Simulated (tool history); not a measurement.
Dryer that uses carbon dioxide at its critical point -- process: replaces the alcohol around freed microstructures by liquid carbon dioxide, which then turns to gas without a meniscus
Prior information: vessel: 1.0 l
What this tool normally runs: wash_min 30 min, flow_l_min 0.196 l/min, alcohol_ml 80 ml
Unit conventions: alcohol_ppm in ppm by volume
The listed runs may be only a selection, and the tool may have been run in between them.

Run 1, hour 0.0: usual settings. Result: alcohol_ppm 749 ppm by volume.
Run 2, hour 8.0: usual settings. Result: alcohol_ppm 761 ppm by volume.
Run 3, hour 13.5: usual settings. Result: alcohol_ppm 756 ppm by volume.
Run 4, hour 21.3: usual settings. Result: alcohol_ppm 768 ppm by volume.
Run 5, hour 26.4: usual settings. Result: alcohol_ppm 751 ppm by volume.
Run 6, hour 35.7: usual settings. Result: alcohol_ppm 805 ppm by volume.
Run 7, hour 44.3: usual settings. Result: alcohol_ppm 765 ppm by volume.
Run 8, hour 51.5: usual settings but alcohol_ml 29 ml. Result: alcohol_ppm 295 ppm by volume.
Run 9, hour 60.9: usual settings but alcohol_ml 26 ml. Result: alcohol_ppm 273 ppm by volume.
Run 10, hour 69.7: usual settings but alcohol_ml 26 ml. Result: alcohol_ppm 271 ppm by volume.
Run 11, hour 75.7: usual settings but alcohol_ml 26 ml. Result: alcohol_ppm 285 ppm by volume.
Run 12, hour 84.3: usual settings but alcohol_ml 26 ml. Result: alcohol_ppm 281 ppm by volume.
Run 13, hour 89.5: usual settings but alcohol_ml 26 ml. Result: alcohol_ppm 284 ppm by volume.
Run 14, hour 94.5: usual settings but alcohol_ml 26 ml. Result: alcohol_ppm 284 ppm by volume.
Run 15, hour 102.4: usual settings but alcohol_ml 26 ml. Result: alcohol_ppm 279 ppm by volume.
Run 16, hour 108.5: usual settings but wash_min 40 min, flow_l_min 0.197 l/min. Result: alcohol_ppm 183 ppm by volume.
Run 17, hour 116.4: usual settings but wash_min 35 min, flow_l_min 0.176 l/min, alcohol_ml 43 ml. Result: alcohol_ppm 382 ppm by volume.
Run 18, hour 121.9: usual settings but wash_min 46 min, flow_l_min 0.176 l/min, alcohol_ml 43 ml. Result: alcohol_ppm 101 ppm by volume.
Run 19, hour 128.9: usual settings but wash_min 31 min, flow_l_min 0.133 l/min, alcohol_ml 109 ml. Result: alcohol_ppm 4479 ppm by volume.
Run 20, hour 135.3: usual settings but wash_min 28 min, flow_l_min 0.171 l/min, alcohol_ml 81 ml. Result: alcohol_ppm 1979 ppm by volume.
Run 21, hour 144.1: usual settings but wash_min 22 min, flow_l_min 0.119 l/min, alcohol_ml 91 ml. Result: alcohol_ppm 11789 ppm by volume.
Run 22, hour 150.3: usual settings but wash_min 32 min, flow_l_min 0.119 l/min, alcohol_ml 61 ml. Result: alcohol_ppm 3248 ppm by volume.
Run 23, hour 156.0: usual settings but wash_min 45 min, flow_l_min 0.181 l/min, alcohol_ml 32 ml. Result: alcohol_ppm 69 ppm by volume.
Run 24, hour 163.1: usual settings but wash_min 42 min, flow_l_min 0.244 l/min, alcohol_ml 51 ml. Result: alcohol_ppm 44 ppm by volume.
Run 25, hour 172.7: usual settings but wash_min 42 min, flow_l_min 0.244 l/min, alcohol_ml 51 ml. Result: alcohol_ppm 39 ppm by volume.
Run 26, hour 183.6: usual settings but wash_min 42 min, flow_l_min 0.244 l/min, alcohol_ml 51 ml. Result: alcohol_ppm 37 ppm by volume.
Run 27, hour 188.2: usual settings but wash_min 26 min, flow_l_min 0.244 l/min, alcohol_ml 74 ml. Result: alcohol_ppm 612 ppm by volume.
Run 28, hour 195.0: usual settings but flow_l_min 0.137 l/min, alcohol_ml 20 ml. Result: alcohol_ppm 889 ppm by volume.

Measured minus without-hidden-state, run by run (identical run-to-run variation in each term; gauge scatter may differ):
Hidden state at play: flow that reaches the vessel past the clogged filter, %; alcohol in the recycled carbon dioxide, ppm; drift of the gauge itself on alcohol_ppm, %.
run  alcohol_ppm
  1         +127
  2         +138
  3         +139
  4         +147
  5         +147
  6         +166
  7         +166
  8          +70
  9          +68
 10          +71
 11          +74
 12          +76
 13          +78
 14          +80
 15          +80
 16          +71
 17         +118
 18          +43
 19         +937
 20         +485
 21        +1700
 22         +678
 23          +40
 24          +26
 25          +27
 26          +29
 27         +223
 28         +232
